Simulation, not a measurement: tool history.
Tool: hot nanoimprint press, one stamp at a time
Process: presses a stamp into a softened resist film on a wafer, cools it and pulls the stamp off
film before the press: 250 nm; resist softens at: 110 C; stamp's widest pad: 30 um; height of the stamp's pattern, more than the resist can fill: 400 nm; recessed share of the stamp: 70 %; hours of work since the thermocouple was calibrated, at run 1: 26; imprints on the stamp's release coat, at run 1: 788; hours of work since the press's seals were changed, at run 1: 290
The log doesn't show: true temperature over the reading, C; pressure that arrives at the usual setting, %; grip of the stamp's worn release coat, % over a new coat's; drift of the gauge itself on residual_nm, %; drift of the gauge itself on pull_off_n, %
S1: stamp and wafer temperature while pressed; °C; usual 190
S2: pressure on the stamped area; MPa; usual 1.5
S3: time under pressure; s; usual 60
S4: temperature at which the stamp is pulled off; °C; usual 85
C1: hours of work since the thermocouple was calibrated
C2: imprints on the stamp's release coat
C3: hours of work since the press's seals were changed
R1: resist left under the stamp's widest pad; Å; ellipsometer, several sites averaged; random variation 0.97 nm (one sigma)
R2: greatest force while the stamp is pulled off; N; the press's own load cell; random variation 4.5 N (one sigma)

Run 1, day 0: usual settings; C1 26; C2 788; C3 290. Result: R1 1409 Å, R2 239 N.
Run 2, day 0.608: usual settings but S3 84 s; C1 33; C2 828; C3 297. Result: R1 1250 Å, R2 231 N.
Run 3, day 1.254: usual settings but S3 93 s; C1 41; C2 870; C3 305. Result: R1 1203 Å, R2 245 N.
Run 4, day 1.879: usual settings but S3 93 s; C1 48; C2 910; C3 312. Result: R1 1219 Å, R2 250 N.
Run 5, day 2.488: usual settings but S3 93 s; C1 56; C2 950; C3 320. Result: R1 1207 Å, R2 245 N.
Run 6, day 2.917: usual settings but S2 1.1 MPa; C1 61; C2 978; C3 325. Result: R1 1584 Å, R2 245 N.
Run 7, day 3.438: usual settings but S2 1.1 MPa; C1 67; C2 1012; C3 331. Result: R1 1587 Å, R2 250 N.
Run 8, day 3.979: usual settings but S4 74 °C; C1 74; C2 1047; C3 338. Result: R1 1389 Å, R2 282 N.
Run 9, day 4.446: usual settings but S4 74 °C; C1 79; C2 1078; C3 343. Result: R1 1404 Å, R2 286 N.
Run 10, day 4.817: usual settings but S1 193 °C, S2 1.43 MPa, S3 110 s, S4 70 °C; C1 84; C2 1102; C3 348. Result: R1 1028 Å, R2 306 N.
Run 11, day 5.15: usual settings but S1 193 °C, S2 1.43 MPa, S3 110 s, S4 70 °C; C1 88; C2 1123; C3 352. Result: R1 1039 Å, R2 303 N.
Run 12, day 5.454: usual settings but S1 193 °C, S2 1.43 MPa, S3 110 s, S4 70 °C; C1 91; C2 1143; C3 355. Result: R1 1040 Å, R2 296 N.
Run 13, day 5.908: usual settings but S1 200 °C, S2 1.43 MPa, S3 110 s, S4 70 °C; C1 97; C2 1173; C3 361. Result: R1 786 Å, R2 309 N.
Run 14, day 6.275: usual settings but S1 189 °C, S2 1.43 MPa, S3 110 s, S4 70 °C; C1 101; C2 1197; C3 365. Result: R1 1205 Å, R2 310 N.
Run 15, day 6.746: usual settings but S1 189 °C, S2 1.43 MPa, S3 67 s, S4 70 °C; C1 107; C2 1227; C3 371. Result: R1 1424 Å, R2 305 N.
Run 16, day 7.112: usual settings but S1 189 °C, S2 1.43 MPa, S3 67 s, S4 70 °C; C1 111; C2 1251; C3 375. Result: R1 1416 Å, R2 298 N.
Run 17, day 7.642: usual settings but S1 189 °C, S2 2.02 MPa, S3 52 s, S4 70 °C; C1 118; C2 1286; C3 382. Result: R1 1353 Å, R2 306 N.

3 ways to go on from here, each from the tool as it stands after run 17. What would each give?
At day 8.179: stamp cleaned and given a new release coat.
Run A, day 8.429: usual settings but S3 118 s, S4 78 °C; C1 124; C2 17; C3 388. Result: R1 ?, R2 ?.
At day 8.179: stamp cleaned and given a new release coat.
Run B, day 8.429: usual settings but S1 189 °C, S2 0.99 MPa, S3 52 s, S4 86 °C; C1 124; C2 17; C3 388. Result: R1 ?, R2 ?.
At day 8.179: stamp cleaned and given a new release coat.
Run C, day 8.429: usual settings but S1 189 °C, S2 1.31 MPa, S3 116 s, S4 70 °C; C1 124; C2 17; C3 388. Result: R1 ?, R2 ?.

run    R1   R2
  A  1111  250
  B  1788  214
  C  1253  276
Without the tool's hidden state the same runs would have given:
run    R1   R2
  A  1091  248
  B  1770  213
  C  1232  275

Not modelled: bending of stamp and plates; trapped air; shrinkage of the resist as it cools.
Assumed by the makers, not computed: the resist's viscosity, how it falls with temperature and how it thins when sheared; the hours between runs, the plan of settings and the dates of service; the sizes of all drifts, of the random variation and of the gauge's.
